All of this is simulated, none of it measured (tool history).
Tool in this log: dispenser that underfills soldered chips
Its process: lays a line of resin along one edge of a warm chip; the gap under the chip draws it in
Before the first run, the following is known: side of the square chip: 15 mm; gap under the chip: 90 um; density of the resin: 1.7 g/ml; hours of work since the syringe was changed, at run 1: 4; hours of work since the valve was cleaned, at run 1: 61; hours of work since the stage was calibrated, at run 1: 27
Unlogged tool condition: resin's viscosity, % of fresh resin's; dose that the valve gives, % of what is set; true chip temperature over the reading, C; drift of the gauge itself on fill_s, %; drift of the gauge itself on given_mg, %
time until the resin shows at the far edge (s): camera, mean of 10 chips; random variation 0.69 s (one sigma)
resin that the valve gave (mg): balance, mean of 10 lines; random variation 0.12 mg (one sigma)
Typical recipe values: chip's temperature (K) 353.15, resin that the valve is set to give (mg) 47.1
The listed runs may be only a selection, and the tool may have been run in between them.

run    day  chip's temperature (K)  resin that the valve is set to give (mg)  hours of work since the syringe was changed  hours of work since the valve was cleaned  hours of work since the stage was calibrated  time until the resin shows at the far edge (s)  resin that the valve gave (mg)
  1      0                  353.15                                      47.1                                            4                                         61                                            27                                            79.3                           46.07
  2  0.192                  353.15                                      47.1                                            8                                         65                                            30                                           105.2                           46.27
     0.321  -- new syringe of resin
  3  0.371                  353.15                                      47.1                                            1                                         68                                            33                                            64.8                           46.14
  4  0.504                  353.15                                      47.1                                            3                                         70                                            36                                            77.7                           45.93
     0.583  -- dispensing valve cleaned and set on the balance
  5  0.679                  353.15                                      47.1                                            6                                          2                                            39                                            94.7                           47.12
  6  0.821                  353.15                                      47.1                                            9                                          4                                            41                                           110.1                           47.21
     0.896  -- new syringe of resin
  7  0.954                  353.15                                      47.1                                            1                                          7                                            43                                            67.2                           46.96
  8  1.162                  353.15                                      46.8                                            5                                         11                                            47                                            87.7                           46.83
  9  1.262                  353.15                                      46.8                                            7                                         12                                            49                                              99                           46.51
 10  1.358                  353.15                                      46.8                                            9                                         14                                            51                                           113.1                            46.4
     1.433  -- new syringe of resin
 11  1.525                  353.15                                      47.1                                            2                                         17                                            54                                            69.8                           46.78
 12  1.738                  353.15                                      47.1                                            6                                         21                                            58                                            91.6                           46.62
     1.967  -- new syringe of resin
 13  1.971                  353.15                                      47.1                                            0                                         25                                            62                                            62.6                           46.63
 14   2.15                  353.15                                      47.1                                            3                                         29                                            65                                            79.6                           46.75
 15  2.333                  353.15                                      47.1                                            7                                         32                                            69                                            97.7                           46.71
     2.508  -- new syringe of resin
 16  2.554                  353.15                                      47.1                                            1                                         36                                            73                                            64.9                           46.46
 17  2.729                  353.15                                      47.1                                            4                                         39                                            76                                            80.6                           46.46
 18  2.933                  353.15                                      43.4                                            8                                         43                                            80                                           107.4                            42.9
     3.046  -- new syringe of resin
 19  3.108                  345.15                                      48.5                                            1                                         46                                            83                                            89.2                           47.78
 20  3.271                  345.15                                      48.5                                            4                                         49                                            86                                           112.4                           47.81
 21  3.429                  345.15                                      48.5                                            7                                         52                                            89                                             135                           47.73
     3.575  -- new syringe of resin
 22  3.596                  348.15                                      58.3                                            0                                         55                                            92                                            71.4                           57.47
 23  3.771                  348.15                                      58.3                                            4                                         59                                            95                                            92.9                           57.15
 24  3.967                  350.15                                      52.5                                            7                                         62                                            99                                             111                           51.63
 25  4.062                  343.15                                      43.4                                            9                                         64                                           101                                           173.9                            42.6
     4.112  -- new syringe of resin
 26  4.196                  343.15                                      43.4                                            2                                         66                                           103                                             101                           42.54
 27  4.367                  362.15                                      42.9                                            5                                         69                                           106                                            62.7                           41.96
     4.488  -- dispensing valve cleaned and set on the balance
 28  4.575                  362.15                                      42.9                                            8                                          2                                           109                                            76.6                           42.95
     4.683  -- new syringe of resin
 29  4.804                  362.15                                      42.9                                            2                                          6                                           113                                            51.7                           42.99
 30  4.942                  362.15                                      42.9                                            5                                          8                                           116                                            62.5                           42.85
 31  5.158                  347.15                                      54.5                                            9                                         12                                           120                                           135.2                              54
     5.225  -- new syringe of resin
 32  5.392                  347.15                                      54.5                                            3                                         17                                           124                                            90.6                            54.3
 33  5.496                  352.15                                      44.4                                            5                                         18                                           126                                            89.7                           44.27
 34  5.704                  352.15                                      44.4                                            9                                         22                                           130                                           115.1                           43.94
     5.758  -- new syringe of resin
 35  5.925                  367.15                                      60.7                                            3                                         26                                           134                                            43.3                           60.41

For each entry between runs, how does the tool's hidden state at the last listed run before it compare with that at the first listed run after it?
After run 2, before run 3: new syringe of resin (day 0.321)
  resin's viscosity, % of fresh resin's: 168.4 -> 105.2; dose that the valve gives, % of what is set: 98.04 -> 97.95; true chip temperature over the reading, C: 0.44 -> 0.46
  measured result minus the result with no hidden state, time until the resin shows at the far edge (s): +42.1 -> +2.4; resin that the valve gave (mg): -0.92 -> -0.97
After run 4, before run 5: dispensing valve cleaned and set on the balance (day 0.583)
  resin's viscosity, % of fresh resin's: 125.1 -> 149.3; dose that the valve gives, % of what is set: 97.87 -> 99.91; true chip temperature over the reading, C: 0.47 -> 0.49
  measured result minus the result with no hidden state, time until the resin shows at the far edge (s): +14.8 -> +30.1; resin that the valve gave (mg): -1 -> -0.04
After run 6, before run 7: new syringe of resin (day 0.896)
  resin's viscosity, % of fresh resin's: 179.4 -> 108; dose that the valve gives, % of what is set: 99.83 -> 99.77; true chip temperature over the reading, C: 0.51 -> 0.52
  measured result minus the result with no hidden state, time until the resin shows at the far edge (s): +47.5 -> +3.7; resin that the valve gave (mg): -0.08 -> -0.11
After run 10, before run 11: new syringe of resin (day 1.433)
  resin's viscosity, % of fresh resin's: 182.8 -> 114.7; dose that the valve gives, % of what is set: 99.53 -> 99.44; true chip temperature over the reading, C: 0.57 -> 0.59
  measured result minus the result with no hidden state, time until the resin shows at the far edge (s): +49.8 -> +7.7; resin that the valve gave (mg): -0.22 -> -0.26
After run 12, before run 13: new syringe of resin (day 1.967)
  resin's viscosity, % of fresh resin's: 150.7 -> 101.1; dose that the valve gives, % of what is set: 99.32 -> 99.18; true chip temperature over the reading, C: 0.62 -> 0.65
  measured result minus the result with no hidden state, time until the resin shows at the far edge (s): +29.5 -> -0.7; resin that the valve gave (mg): -0.32 -> -0.38
After run 15, before run 16: new syringe of resin (day 2.508)
  resin's viscosity, % of fresh resin's: 161.9 -> 105.5; dose that the valve gives, % of what is set: 98.99 -> 98.87; true chip temperature over the reading, C: 0.69 -> 0.72
  measured result minus the result with no hidden state, time until the resin shows at the far edge (s): +36.1 -> +1.9; resin that the valve gave (mg): -0.47 -> -0.54
After run 18, before run 19: new syringe of resin (day 3.046)
  resin's viscosity, % of fresh resin's: 172.5 -> 108.7; dose that the valve gives, % of what is set: 98.66 -> 98.56; true chip temperature over the reading, C: 0.77 -> 0.79
  measured result minus the result with no hidden state, time until the resin shows at the far edge (s): +43.5 -> +4.8; resin that the valve gave (mg): -0.58 -> -0.7
After run 21, before run 22: new syringe of resin (day 3.575)
  resin's viscosity, % of fresh resin's: 164.5 -> 103.2; dose that the valve gives, % of what is set: 98.38 -> 98.28; true chip temperature over the reading, C: 0.83 -> 0.85
  measured result minus the result with no hidden state, time until the resin shows at the far edge (s): +50.3 -> +0; resin that the valve gave (mg): -0.79 -> -1
After run 25, before run 26: new syringe of resin (day 4.112)
  resin's viscosity, % of fresh resin's: 189.2 -> 111.7; dose that the valve gives, % of what is set: 98.01 -> 97.94; true chip temperature over the reading, C: 0.91 -> 0.93
  measured result minus the result with no hidden state, time until the resin shows at the far edge (s): +79.4 -> +7.9; resin that the valve gave (mg): -0.87 -> -0.89
After run 27, before run 28: dispensing valve cleaned and set on the balance (day 4.488)
  resin's viscosity, % of fresh resin's: 139.5 -> 173.2; dose that the valve gives, % of what is set: 97.83 -> 99.98; true chip temperature over the reading, C: 0.95 -> 0.97
  measured result minus the result with no hidden state, time until the resin shows at the far edge (s): +16.7 -> +30.7; resin that the valve gave (mg): -0.93 -> -0.01
After run 28, before run 29: new syringe of resin (day 4.683)
  resin's viscosity, % of fresh resin's: 173.2 -> 115; dose that the valve gives, % of what is set: 99.98 -> 99.85; true chip temperature over the reading, C: 0.97 -> 0.99
  measured result minus the result with no hidden state, time until the resin shows at the far edge (s): +30.7 -> +5.1; resin that the valve gave (mg): -0.01 -> -0.07
After run 31, before run 32: new syringe of resin (day 5.225)
  resin's viscosity, % of fresh resin's: 182.6 -> 122.8; dose that the valve gives, % of what is set: 99.64 -> 99.5; true chip temperature over the reading, C: 1.04 -> 1.07
  measured result minus the result with no hidden state, time until the resin shows at the far edge (s): +58.1 -> +13.7; resin that the valve gave (mg): -0.19 -> -0.27
After run 34, before run 35: new syringe of resin (day 5.758)
  resin's viscosity, % of fresh resin's: 184.5 -> 122.4; dose that the valve gives, % of what is set: 99.32 -> 99.2; true chip temperature over the reading, C: 1.11 -> 1.13
  measured result minus the result with no hidden state, time until the resin shows at the far edge (s): +50.1 -> +6.6; resin that the valve gave (mg): -0.3 -> -0.49
